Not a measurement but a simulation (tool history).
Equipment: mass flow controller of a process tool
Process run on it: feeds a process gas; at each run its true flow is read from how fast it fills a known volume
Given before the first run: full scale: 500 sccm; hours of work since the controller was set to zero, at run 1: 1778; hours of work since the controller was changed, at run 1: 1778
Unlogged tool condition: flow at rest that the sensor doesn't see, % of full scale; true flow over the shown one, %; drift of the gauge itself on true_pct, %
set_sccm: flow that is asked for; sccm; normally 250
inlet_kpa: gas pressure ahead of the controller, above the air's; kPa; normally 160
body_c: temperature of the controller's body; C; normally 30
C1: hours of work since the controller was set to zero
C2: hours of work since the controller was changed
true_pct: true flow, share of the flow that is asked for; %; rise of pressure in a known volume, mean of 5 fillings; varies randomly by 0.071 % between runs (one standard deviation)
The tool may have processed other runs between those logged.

Run 1, hour 0.0: usual settings; C1 1778; C2 1778. Result: true_pct 99.41 %.
Run 2, hour 109.9: usual settings; C1 1819; C2 1819. Result: true_pct 99.40 %.
Run 3, hour 184.1: usual settings; C1 1846; C2 1846. Result: true_pct 99.51 %.
Run 4, hour 287.3: usual settings but inlet_kpa 177 kPa; C1 1884; C2 1884. Result: true_pct 99.34 %.
Run 5, hour 394.5: usual settings but inlet_kpa 177 kPa; C1 1923; C2 1923. Result: true_pct 99.35 %.
Run 6, hour 524.6: usual settings but inlet_kpa 177 kPa; C1 1970; C2 1970. Result: true_pct 99.39 %.
Run 7, hour 613.8: usual settings but inlet_kpa 177 kPa; C1 2003; C2 2003. Result: true_pct 99.32 %.
Run 8, hour 698.9: usual settings but inlet_kpa 177 kPa; C1 2034; C2 2034. Result: true_pct 99.29 %.
Run 9, hour 801.1: usual settings but inlet_kpa 148 kPa; C1 2072; C2 2072. Result: true_pct 99.41 %.
Run 10, hour 908.5: usual settings but set_sccm 256 sccm; C1 2111; C2 2111. Result: true_pct 99.47 %.
Run 11, hour 1028.0: usual settings; C1 2155; C2 2155. Result: true_pct 99.36 %.
Run 12, hour 1137.0: usual settings; C1 2195; C2 2195. Result: true_pct 99.43 %.
Run 13, hour 1256.4: usual settings but body_c 34 C; C1 2238; C2 2238. Result: true_pct 99.86 %.
Run 14, hour 1375.1: usual settings but set_sccm 214 sccm; C1 2282; C2 2282. Result: true_pct 99.26 %.
Run 15, hour 1480.2: usual settings but set_sccm 214 sccm, body_c 38 C; C1 2320; C2 2320. Result: true_pct 100.18 %.
Run 16, hour 1569.2: usual settings but set_sccm 214 sccm, body_c 38 C; C1 2353; C2 2353. Result: true_pct 100.09 %.
At hour 1582.6: controller's zero set anew.
Run 17, hour 1672.8: usual settings but set_sccm 214 sccm, body_c 38 C; C1 33; C2 2391. Result: true_pct 100.57 %.
Run 18, hour 1742.4: usual settings but set_sccm 495 sccm, inlet_kpa 180 kPa; C1 58; C2 2416. Result: true_pct 100.26 %.
Run 19, hour 1832.3: usual settings but set_sccm 73 sccm; C1 91; C2 2449. Result: true_pct 101.19 %.

Run 20 has not been measured yet. What should we expect?
Run 20, hour 1923.4: usual settings but set_sccm 73 sccm; C1 125; C2 2482. Result: true_pct ?.

{"run 20": {"true_pct": 101.1}}
With the hidden condition absent and the run-to-run variation left alone, this run would have shown true_pct 98.71 %.
